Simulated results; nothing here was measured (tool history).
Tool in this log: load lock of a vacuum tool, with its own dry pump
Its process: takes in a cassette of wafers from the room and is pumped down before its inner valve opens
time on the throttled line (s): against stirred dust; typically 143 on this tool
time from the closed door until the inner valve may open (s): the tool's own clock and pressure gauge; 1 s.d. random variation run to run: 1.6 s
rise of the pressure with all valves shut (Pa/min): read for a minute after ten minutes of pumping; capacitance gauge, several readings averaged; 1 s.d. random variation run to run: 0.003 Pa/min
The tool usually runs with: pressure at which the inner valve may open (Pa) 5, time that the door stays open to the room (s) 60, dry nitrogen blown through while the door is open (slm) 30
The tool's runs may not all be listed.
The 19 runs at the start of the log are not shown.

run    hour  time on the throttled line (s)  pressure at which the inner valve may open (Pa)  time that the door stays open to the room (s)  dry nitrogen blown through while the door is open (slm)  incoming humidity of the room's air, %  time from the closed door until the inner valve may open (s)  rise of the pressure with all valves shut (Pa/min)
 20  4140.5                             143                                                5                                             60                                                       30                                    47.6                                                         280.1                                               0.046
 21  4325.9                             143                                                5                                             60                                                       30                                    45.5                                                         285.5                                               0.048
 22  4514.2                             143                                                5                                             60                                                        7                                    44.6                                                         284.9                                               0.065
 23  4712.9                             165                                                6                                             60                                                        7                                      44                                                         299.9                                               0.065
 24  5019.2                             165                                                6                                             60                                                        7                                    45.3                                                         301.8                                               0.077
 25  5252.8                             165                                                6                                             60                                                        7                                    45.8                                                         305.1                                               0.087
 26  5466.4                              87                                               10                                             60                                                        7                                    43.4                                                           231                                               0.082
 27  5757.7                              87                                               10                                             60                                                        7                                    43.3                                                         233.2                                               0.084
 28  5983.6                             193                                                7                                            232                                                       11                                    47.3                                                         329.8                                               0.118
 29  6271.4                             193                                                7                                            232                                                       11                                    49.3                                                         329.6                                               0.139
 30  6453.7                             119                                                8                                            232                                                       11                                    47.4                                                         265.2                                               0.129
 31  6626.9                              85                                                4                                             29                                                       29                                    44.3                                                         256.3                                               0.091
 32  6936.7                              85                                                4                                             29                                                       29                                      44                                                         258.4                                               0.102
 33  7235.1                              85                                                4                                             29                                                       29                                    45.3                                                         256.5                                               0.111
 34  7391.6                              85                                                4                                             29                                                       29                                    44.4                                                         260.6                                               0.113
     7444.1  -- dry pump taken out, an overhauled one fitted
 35  7594.6                             116                                                4                                             29                                                       29                                      45                                                         236.6                                               0.125
 36  7877.1                             116                                                4                                             29                                                       29                                    43.1                                                         237.2                                               0.127

Predict each of these 4 candidate next runs independently; none follows another, all start after run 36:
  A  8017.7                             143                                                5                                             60                                                       26                                    43.5                                                             ?                                                   ?
  B  8017.7                             143                                                7                                             60                                                        5                                    47.2                                                             ?                                                   ?
  C  8017.7                             143                                                6                                             60                                                       30                                      47                                                             ?                                                   ?
  D  8017.7                             116                                                4                                             29                                                       11                                    43.2                                                             ?                                                   ?

run  time from the closed door until the inner valve may open (s)  rise of the pressure with all valves shut (Pa/min)
  A                                                         259.9                                               0.147
  B                                                         252.3                                                0.16
  C                                                         255.1                                               0.141
  D                                                         238.9                                               0.148
With the hidden condition removed and each run's random variation left untouched, the same runs would have given:
run  time from the closed door until the inner valve may open (s)  rise of the pressure with all valves shut (Pa/min)
  A                                                         257.7                                               0.034
  B                                                         250.4                                               0.047
  C                                                         253.2                                               0.029
  D                                                         236.8                                               0.034
